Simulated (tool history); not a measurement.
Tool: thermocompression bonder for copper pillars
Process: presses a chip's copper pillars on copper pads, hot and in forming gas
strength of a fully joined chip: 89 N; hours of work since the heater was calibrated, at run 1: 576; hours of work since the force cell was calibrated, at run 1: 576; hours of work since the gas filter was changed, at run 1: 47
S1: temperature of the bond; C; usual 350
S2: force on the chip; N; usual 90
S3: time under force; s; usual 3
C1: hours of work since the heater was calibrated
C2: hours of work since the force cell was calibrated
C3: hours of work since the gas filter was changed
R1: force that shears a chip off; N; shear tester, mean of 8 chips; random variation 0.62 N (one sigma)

{"run": 1, "hour": 0.0, "S1": 350, "S2": 90, "S3": 3, "C1": 576, "C2": 576, "C3": 47, "R1": 53.8}
{"run": 2, "hour": 26.8, "S1": 350, "S2": 90, "S3": 3, "C1": 590, "C2": 590, "C3": 62, "R1": 54.1}
{"run": 3, "hour": 46.4, "S1": 350, "S2": 90, "S3": 3, "C1": 601, "C2": 601, "C3": 72, "R1": 53.4}
{"run": 4, "hour": 63.7, "S1": 350, "S2": 90, "S3": 3, "C1": 610, "C2": 610, "C3": 82, "R1": 53.0}
{"run": 5, "hour": 88.7, "S1": 350, "S2": 90, "S3": 2, "C1": 624, "C2": 624, "C3": 96, "R1": 45.9}
{"run": 6, "hour": 110.0, "S1": 350, "S2": 63, "S3": 3, "C1": 636, "C2": 636, "C3": 107, "R1": 37.5}
{"hour": 113.3, "done": "forming gas filter changed"}
{"run": 7, "hour": 142.3, "S1": 350, "S2": 90, "S3": 3, "C1": 653, "C2": 653, "C3": 16, "R1": 55.7}
{"run": 8, "hour": 157.0, "S1": 353, "S2": 90, "S3": 3, "C1": 661, "C2": 661, "C3": 24, "R1": 55.7}
{"run": 9, "hour": 191.2, "S1": 353, "S2": 90, "S3": 3, "C1": 680, "C2": 680, "C3": 43, "R1": 54.8}
{"run": 10, "hour": 207.8, "S1": 350, "S2": 90, "S3": 5, "C1": 689, "C2": 689, "C3": 52, "R1": 61.8}
{"run": 11, "hour": 236.3, "S1": 350, "S2": 90, "S3": 5, "C1": 704, "C2": 704, "C3": 67, "R1": 61.5}
{"run": 12, "hour": 262.0, "S1": 350, "S2": 90, "S3": 5, "C1": 718, "C2": 718, "C3": 81, "R1": 61.3}
{"run": 13, "hour": 290.1, "S1": 350, "S2": 90, "S3": 5, "C1": 734, "C2": 734, "C3": 97, "R1": 60.2}
{"hour": 312.9, "done": "forming gas filter changed"}
{"run": 14, "hour": 319.2, "S1": 350, "S2": 90, "S3": 5, "C1": 749, "C2": 749, "C3": 3, "R1": 64.7}
{"run": 15, "hour": 340.7, "S1": 350, "S2": 90, "S3": 6, "C1": 761, "C2": 761, "C3": 15, "R1": 66.8}
{"run": 16, "hour": 368.1, "S1": 350, "S2": 90, "S3": 6, "C1": 776, "C2": 776, "C3": 30, "R1": 66.7}
{"run": 17, "hour": 394.2, "S1": 350, "S2": 90, "S3": 2, "C1": 790, "C2": 790, "C3": 44, "R1": 49.5}
{"run": 18, "hour": 413.5, "S1": 350, "S2": 74, "S3": 2, "C1": 801, "C2": 801, "C3": 55, "R1": 41.0}
{"run": 19, "hour": 442.9, "S1": 350, "S2": 74, "S3": 2, "C1": 817, "C2": 817, "C3": 71, "R1": 39.6}
{"run": 20, "hour": 469.4, "S1": 350, "S2": 74, "S3": 2, "C1": 831, "C2": 831, "C3": 85, "R1": 39.7}
{"run": 21, "hour": 501.3, "S1": 350, "S2": 74, "S3": 2, "C1": 849, "C2": 849, "C3": 103, "R1": 40.6}
{"hour": 512.4, "done": "forming gas filter changed"}
{"run": 22, "hour": 535.9, "S1": 350, "S2": 90, "S3": 5, "C1": 867, "C2": 867, "C3": 13, "R1": 64.9}
{"run": 23, "hour": 553.8, "S1": 350, "S2": 90, "S3": 5, "C1": 877, "C2": 877, "C3": 23, "R1": 64.3}
{"run": 24, "hour": 574.3, "S1": 350, "S2": 90, "S3": 5, "C1": 888, "C2": 888, "C3": 34, "R1": 64.2}
{"hour": 578.1, "done": "heater calibrated with a thermocouple chip"}
{"run": 25, "hour": 599.9, "S1": 350, "S2": 90, "S3": 5, "C1": 12, "C2": 901, "C3": 47, "R1": 64.9}
{"hour": 630.1, "done": "heater calibrated with a thermocouple chip, once more"}
{"run": 26, "hour": 631.8, "S1": 350, "S2": 105, "S3": 2, "C1": 1, "C2": 918, "C3": 63, "R1": 52.5}
{"run": 27, "hour": 656.8, "S1": 350, "S2": 105, "S3": 2, "C1": 15, "C2": 931, "C3": 77, "R1": 53.1}
{"run": 28, "hour": 685.2, "S1": 379, "S2": 90, "S3": 3, "C1": 30, "C2": 947, "C3": 92, "R1": 60.3}
{"run": 29, "hour": 712.0, "S1": 344, "S2": 83, "S3": 6, "C1": 45, "C2": 961, "C3": 107, "R1": 57.1}
{"hour": 714.7, "done": "forming gas filter changed"}
{"run": 30, "hour": 733.7, "S1": 344, "S2": 121, "S3": 7, "C1": 56, "C2": 973, "C3": 10, "R1": 77.6}
{"run": 31, "hour": 759.1, "S1": 350, "S2": 54, "S3": 3, "C1": 70, "C2": 987, "C3": 24, "R1": 32.6}
{"run": 32, "hour": 777.1, "S1": 350, "S2": 54, "S3": 3, "C1": 80, "C2": 997, "C3": 34, "R1": 32.5}
{"run": 33, "hour": 808.3, "S1": 337, "S2": 90, "S3": 3, "C1": 97, "C2": 1014, "C3": 51, "R1": 49.9}
{"run": 34, "hour": 838.4, "S1": 354, "S2": 77, "S3": 7, "C1": 113, "C2": 1030, "C3": 68, "R1": 60.9}
{"run": 35, "hour": 868.2, "S1": 354, "S2": 77, "S3": 7, "C1": 130, "C2": 1046, "C3": 84, "R1": 61.9}
{"run": 36, "hour": 892.4, "S1": 359, "S2": 88, "S3": 3, "C1": 143, "C2": 1060, "C3": 97, "R1": 54.3}
{"run": 37, "hour": 908.9, "S1": 359, "S2": 88, "S3": 3, "C1": 152, "C2": 1069, "C3": 106, "R1": 54.3}
{"hour": 913.6, "done": "forming gas filter changed"}
{"run": 38, "hour": 936.5, "S1": 323, "S2": 73, "S3": 7, "C1": 167, "C2": 1083, "C3": 12, "R1": 51.1}
{"run": 39, "hour": 965.9, "S1": 333, "S2": 74, "S3": 3, "C1": 183, "C2": 1099, "C3": 29, "R1": 41.2}

Forecast each of these 3 alternatives for the next run:
{"run": "A", "hour": 991.3, "S1": 333, "S2": 118, "S3": 9, "C1": 197, "C2": 1113, "C3": 42, "R1": "?"}
{"run": "B", "hour": 991.3, "S1": 348, "S2": 63, "S3": 4, "C1": 197, "C2": 1113, "C3": 42, "R1": "?"}
{"run": "C", "hour": 991.3, "S1": 350, "S2": 90, "S3": 3, "C1": 197, "C2": 1113, "C3": 42, "R1": "?"}

run=A R1=78.0
run=B R1=43.3
run=C R1=54.7
Without the tool's hidden state the same runs would have given:
run=A R1=77.2
run=B R1=41.0
run=C R1=52.3

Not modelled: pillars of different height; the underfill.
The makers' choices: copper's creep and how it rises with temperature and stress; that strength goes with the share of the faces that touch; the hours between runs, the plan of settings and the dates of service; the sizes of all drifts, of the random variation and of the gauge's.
